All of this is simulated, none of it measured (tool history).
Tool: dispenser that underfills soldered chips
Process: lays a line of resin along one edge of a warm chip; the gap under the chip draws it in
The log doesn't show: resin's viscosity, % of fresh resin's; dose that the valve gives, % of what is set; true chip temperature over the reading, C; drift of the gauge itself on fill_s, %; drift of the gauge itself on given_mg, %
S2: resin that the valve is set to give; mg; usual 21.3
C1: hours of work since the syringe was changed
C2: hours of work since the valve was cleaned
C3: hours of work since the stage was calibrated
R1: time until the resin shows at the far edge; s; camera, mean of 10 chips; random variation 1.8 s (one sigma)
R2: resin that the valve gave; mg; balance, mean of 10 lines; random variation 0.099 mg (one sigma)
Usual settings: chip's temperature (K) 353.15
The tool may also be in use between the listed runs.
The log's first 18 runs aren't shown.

Run 19, hour 107.4: usual settings but chip's temperature (K) 356.15, S2 25.2 mg; C1 11; C2 61; C3 212. Result: R1 224.8 s, R2 23.95 mg.
At hour 109.5: new syringe of resin.
Run 20, hour 111.6: usual settings but chip's temperature (K) 345.15, S2 25 mg; C1 2; C2 64; C3 215. Result: R1 243 s, R2 23.55 mg.
Run 21, hour 116.9: usual settings but chip's temperature (K) 349.15, S2 21.9 mg; C1 6; C2 68; C3 219. Result: R1 247.2 s, R2 20.65 mg.
At hour 119.8: dispensing valve cleaned and set on the balance.
Run 22, hour 124.6: usual settings but chip's temperature (K) 352.15, S2 20 mg; C1 11; C2 4; C3 224. Result: R1 266.1 s, R2 19.92 mg.
At hour 126.1: new syringe of resin.
Run 23, hour 132.4: usual settings but chip's temperature (K) 352.15, S2 20 mg; C1 5; C2 10; C3 230. Result: R1 224.2 s, R2 19.77 mg.
Run 24, hour 140: usual settings but chip's temperature (K) 352.15, S2 20 mg; C1 11; C2 16; C3 236. Result: R1 266.9 s, R2 19.86 mg.
At hour 141.5: new syringe of resin.
Run 25, hour 147.8: usual settings but chip's temperature (K) 352.15, S2 20.5 mg; C1 5; C2 22; C3 242. Result: R1 218.7 s, R2 20.22 mg.
Run 26, hour 152.9: usual settings but chip's temperature (K) 345.15, S2 24.3 mg; C1 9; C2 26; C3 247. Result: R1 310.6 s, R2 23.66 mg.
At hour 157: new syringe of resin.
Run 27, hour 160.3: usual settings but chip's temperature (K) 342.15, S2 23.7 mg; C1 3; C2 32; C3 252. Result: R1 280.3 s, R2 22.96 mg.
Run 28, hour 166.6: usual settings but chip's temperature (K) 340.15, S2 19.1 mg; C1 8; C2 37; C3 257. Result: R1 371.3 s, R2 18.4 mg.
At hour 172.4: new syringe of resin.
Run 29, hour 174.7: usual settings but chip's temperature (K) 367.15, S2 21.6 mg; C1 2; C2 43; C3 264. Result: R1 119.3 s, R2 20.8 mg.
Run 30, hour 182.3: usual settings but chip's temperature (K) 367.15, S2 21.6 mg; C1 8; C2 49; C3 270. Result: R1 145.1 s, R2 20.62 mg.
At hour 188: new syringe of resin.
Run 31, hour 189.1: usual settings but chip's temperature (K) 365.15, S2 22.6 mg; C1 1; C2 54; C3 275. Result: R1 120.9 s, R2 21.48 mg.
Run 32, hour 194.8: usual settings but chip's temperature (K) 343.15, S2 25.8 mg; C1 5; C2 59; C3 279. Result: R1 290.6 s, R2 24.39 mg.
Run 33, hour 200.9: usual settings but chip's temperature (K) 343.15, S2 25.8 mg; C1 10; C2 64; C3 284. Result: R1 340 s, R2 24.14 mg.
At hour 203: new syringe of resin.
Run 34, hour 205.5: usual settings but chip's temperature (K) 366.15, S2 22.4 mg; C1 2; C2 67; C3 288. Result: R1 120.9 s, R2 21.14 mg.
At hour 209.4: dispensing valve cleaned and set on the balance.
Run 35, hour 213.8: usual settings but chip's temperature (K) 347.15, S2 25 mg; C1 8; C2 4; C3 293. Result: R1 272.9 s, R2 25.07 mg.

Forecast each of these 3 alternatives for the next run:
At hour 219.1: new syringe of resin.
Run A, hour 219.3: usual settings but chip's temperature (K) 359.15, S2 18.2 mg; C1 0; C2 8; C3 298. Result: R1 ?, R2 ?.
At hour 219.1: new syringe of resin.
Run B, hour 219.3: usual settings but chip's temperature (K) 356.15, S2 22.6 mg; C1 0; C2 8; C3 298. Result: R1 ?, R2 ?.
At hour 219.1: new syringe of resin.
Run C, hour 219.3: usual settings but chip's temperature (K) 358.15, S2 20 mg; C1 0; C2 8; C3 298. Result: R1 ?, R2 ?.

run     R1     R2
  A  153.1  18.09
  B  159.9  22.41
  C  151.9  19.88
Without the tool's hidden state the same runs would have given:
run     R1     R2
  A  156.4  18.23
  B  163.7  22.58
  C  155.3  20.03
